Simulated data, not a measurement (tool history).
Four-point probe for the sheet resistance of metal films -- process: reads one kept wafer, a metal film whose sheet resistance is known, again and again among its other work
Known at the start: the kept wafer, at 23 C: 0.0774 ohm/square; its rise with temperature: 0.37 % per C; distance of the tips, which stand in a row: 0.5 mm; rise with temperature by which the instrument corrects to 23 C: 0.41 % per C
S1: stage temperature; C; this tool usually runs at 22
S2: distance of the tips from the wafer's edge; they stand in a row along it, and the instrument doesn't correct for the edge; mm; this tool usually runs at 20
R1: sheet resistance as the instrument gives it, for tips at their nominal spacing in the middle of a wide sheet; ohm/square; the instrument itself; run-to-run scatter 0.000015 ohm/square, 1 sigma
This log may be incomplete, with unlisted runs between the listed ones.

Run 1, hour 0: usual settings. Result: R1 0.077782 ohm/square.
Run 2, hour 31.5: usual settings but S1 31 C. Result: R1 0.077497 ohm/square.
Run 3, hour 55.9: usual settings but S1 31 C. Result: R1 0.0775 ohm/square.
Run 4, hour 81.7: usual settings. Result: R1 0.077725 ohm/square.
Run 5, hour 111.9: usual settings. Result: R1 0.077727 ohm/square.
Run 6, hour 133.8: usual settings but S1 27 C, S2 17 mm. Result: R1 0.077611 ohm/square.
Run 7, hour 158.5: usual settings but S1 23 C. Result: R1 0.077685 ohm/square.
Run 8, hour 194.4: usual settings but S1 23 C, S2 64 mm. Result: R1 0.077666 ohm/square.
Run 9, hour 230.3: usual settings but S1 28 C, S2 19 mm. Result: R1 0.077536 ohm/square.

Run 10 has not been measured yet. What should we expect?
Run 10, hour 263.5: usual settings but S1 35 C, S2 9 mm. Result: R1 ?.

R1: 0.077413 ohm/square
With the hidden condition absent and the run-to-run variation left alone, this run would have shown R1 0.077168 ohm/square.
